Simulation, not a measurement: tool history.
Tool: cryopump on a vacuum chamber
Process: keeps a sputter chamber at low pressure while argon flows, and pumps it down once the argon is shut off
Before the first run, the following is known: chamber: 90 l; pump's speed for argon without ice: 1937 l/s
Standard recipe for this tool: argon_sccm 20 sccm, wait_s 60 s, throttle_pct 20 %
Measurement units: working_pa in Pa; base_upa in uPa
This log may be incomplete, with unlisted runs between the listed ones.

{"run": 1, "hour": 0.0, "argon_sccm": 20, "wait_s": 60, "throttle_pct": 20, "working_pa": 0.0881, "base_upa": 1.2}
{"run": 2, "hour": 15.5, "argon_sccm": 20, "wait_s": 60, "throttle_pct": 20, "working_pa": 0.0875, "base_upa": 1.19}
{"run": 3, "hour": 35.0, "argon_sccm": 20, "wait_s": 60, "throttle_pct": 20, "working_pa": 0.0882, "base_upa": 1.2}
{"run": 4, "hour": 61.2, "argon_sccm": 20, "wait_s": 60, "throttle_pct": 20, "working_pa": 0.0872, "base_upa": 1.18}
{"run": 5, "hour": 85.6, "argon_sccm": 20, "wait_s": 60, "throttle_pct": 20, "working_pa": 0.0872, "base_upa": 1.24}
{"run": 6, "hour": 103.2, "argon_sccm": 24, "wait_s": 60, "throttle_pct": 20, "working_pa": 0.1052, "base_upa": 1.28}
{"run": 7, "hour": 122.8, "argon_sccm": 34, "wait_s": 60, "throttle_pct": 20, "working_pa": 0.1491, "base_upa": 1.24}
{"run": 8, "hour": 150.4, "argon_sccm": 34, "wait_s": 60, "throttle_pct": 20, "working_pa": 0.148, "base_upa": 1.25}
{"run": 9, "hour": 170.3, "argon_sccm": 34, "wait_s": 60, "throttle_pct": 20, "working_pa": 0.1486, "base_upa": 1.24}
{"run": 10, "hour": 198.1, "argon_sccm": 20, "wait_s": 60, "throttle_pct": 20, "working_pa": 0.0874, "base_upa": 1.24}
{"run": 11, "hour": 222.8, "argon_sccm": 20, "wait_s": 60, "throttle_pct": 17, "working_pa": 0.1027, "base_upa": 1.27}
{"run": 12, "hour": 240.9, "argon_sccm": 20, "wait_s": 60, "throttle_pct": 17, "working_pa": 0.1032, "base_upa": 1.26}
{"run": 13, "hour": 260.9, "argon_sccm": 20, "wait_s": 60, "throttle_pct": 20, "working_pa": 0.0874, "base_upa": 1.27}
{"run": 14, "hour": 286.6, "argon_sccm": 20, "wait_s": 60, "throttle_pct": 20, "working_pa": 0.0878, "base_upa": 1.24}
{"run": 15, "hour": 310.8, "argon_sccm": 20, "wait_s": 60, "throttle_pct": 20, "working_pa": 0.0874, "base_upa": 1.24}
{"run": 16, "hour": 329.1, "argon_sccm": 20, "wait_s": 60, "throttle_pct": 20, "working_pa": 0.0881, "base_upa": 1.3}
{"run": 17, "hour": 341.5, "argon_sccm": 20, "wait_s": 182, "throttle_pct": 37, "working_pa": 0.0473, "base_upa": 0.93}
{"run": 18, "hour": 355.7, "argon_sccm": 28, "wait_s": 182, "throttle_pct": 27, "working_pa": 0.0918, "base_upa": 0.88}
{"run": 19, "hour": 372.4, "argon_sccm": 21, "wait_s": 103, "throttle_pct": 27, "working_pa": 0.0686, "base_upa": 1.06}
{"run": 20, "hour": 387.6, "argon_sccm": 8, "wait_s": 24, "throttle_pct": 43, "working_pa": 0.0164, "base_upa": 2.12}
{"run": 21, "hour": 401.4, "argon_sccm": 10, "wait_s": 60, "throttle_pct": 18, "working_pa": 0.0485, "base_upa": 1.31}
{"run": 22, "hour": 430.9, "argon_sccm": 28, "wait_s": 39, "throttle_pct": 31, "working_pa": 0.0808, "base_upa": 1.58}
{"run": 23, "hour": 457.9, "argon_sccm": 14, "wait_s": 23, "throttle_pct": 31, "working_pa": 0.0397, "base_upa": 2.25}
{"run": 24, "hour": 473.8, "argon_sccm": 8, "wait_s": 45, "throttle_pct": 34, "working_pa": 0.021, "base_upa": 1.47}

Predict the results of run 25:
{"run": 25, "hour": 489.1, "argon_sccm": 20, "wait_s": 54, "throttle_pct": 20, "working_pa": "?", "base_upa": "?"}

{"run 25": {"working_pa": 0.0886, "base_upa": 1.37}}
Were there no unlogged condition in the tool, this run, its random variation unchanged, would have produced working_pa 0.0876 Pa, base_upa 0.79 uPa.

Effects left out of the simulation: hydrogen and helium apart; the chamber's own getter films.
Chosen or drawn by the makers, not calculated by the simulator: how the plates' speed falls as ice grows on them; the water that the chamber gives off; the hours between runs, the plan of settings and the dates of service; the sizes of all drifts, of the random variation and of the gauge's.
